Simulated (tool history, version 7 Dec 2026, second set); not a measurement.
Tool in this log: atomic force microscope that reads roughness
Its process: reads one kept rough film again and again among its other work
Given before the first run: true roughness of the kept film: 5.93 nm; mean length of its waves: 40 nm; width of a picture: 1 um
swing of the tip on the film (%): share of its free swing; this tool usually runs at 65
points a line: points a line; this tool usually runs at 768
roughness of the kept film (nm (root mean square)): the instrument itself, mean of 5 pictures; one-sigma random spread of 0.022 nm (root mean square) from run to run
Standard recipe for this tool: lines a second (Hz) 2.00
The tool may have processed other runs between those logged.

run	hour	lines a second (Hz)	swing of the tip on the film (%)	points a line	roughness of the kept film (nm (root mean square))
1	0.0	2.00	65	768	5.299
2	47.6	2.00	65	768	5.308
3	80.5	2.00	65	768	5.311
4	147.1	2.00	65	768	5.302
# hour 178.9: new tip fitted
5	190.6	2.00	65	768	5.306
6	239.9	2.00	65	768	5.305
7	273.6	2.00	65	768	5.303
8	345.3	2.00	65	768	5.296
9	415.7	2.00	62	768	5.335
# hour 446.1: new tip fitted
10	458.0	2.00	62	768	5.393
11	524.6	2.59	62	768	5.289
12	558.2	2.59	62	768	5.285
13	588.0	2.59	62	768	5.293
14	627.1	2.59	62	768	5.297
15	679.9	2.59	62	768	5.320
# hour 709.2: new tip fitted
16	735.4	2.59	62	768	5.313
17	804.5	2.00	65	768	5.333
18	845.5	2.00	65	768	5.316
19	905.0	2.00	65	768	5.342
# hour 972.8: new tip fitted
20	972.8	3.09	75	274	4.957
21	1022.4	2.52	81	363	4.935
22	1086.6	1.95	74	468	5.164
23	1142.7	2.00	81	666	5.060
24	1195.4	2.00	81	666	5.024
# hour 1238.0: new tip fitted
25	1267.6	0.51	74	893	5.401
26	1325.7	1.20	63	768	5.411
27	1394.3	1.00	56	479	5.454
28	1440.0	1.00	56	479	5.420
29	1491.1	1.07	60	479	5.412
# hour 1500.8: new tip fitted
30	1527.4	2.21	60	811	5.361
31	1578.4	0.83	77	651	5.348
32	1622.5	0.83	77	651	5.318
33	1673.2	0.83	77	651	5.322
34	1726.9	2.00	77	906	5.110
# hour 1762.9: new tip fitted
35	1770.1	1.91	60	906	5.338

5 options for the next run, each taken on its own from the tool as it stands now. Forecast them:
A	1804.7	0.73	87	844	?
B	1804.7	1.21	60	426	?
C	1804.7	1.03	83	906	?
D	1804.7	2.00	72	750	?
E	1804.7	1.51	56	502	?

run	roughness of the kept film (nm (root mean square))
A	5.273
B	5.430
C	5.264
D	5.233
E	5.451
The same runs, with their run-to-run variation unchanged, on a tool lacking any hidden condition would have given:
run	roughness of the kept film (nm (root mean square))
A	5.276
B	5.433
C	5.266
D	5.236
E	5.453
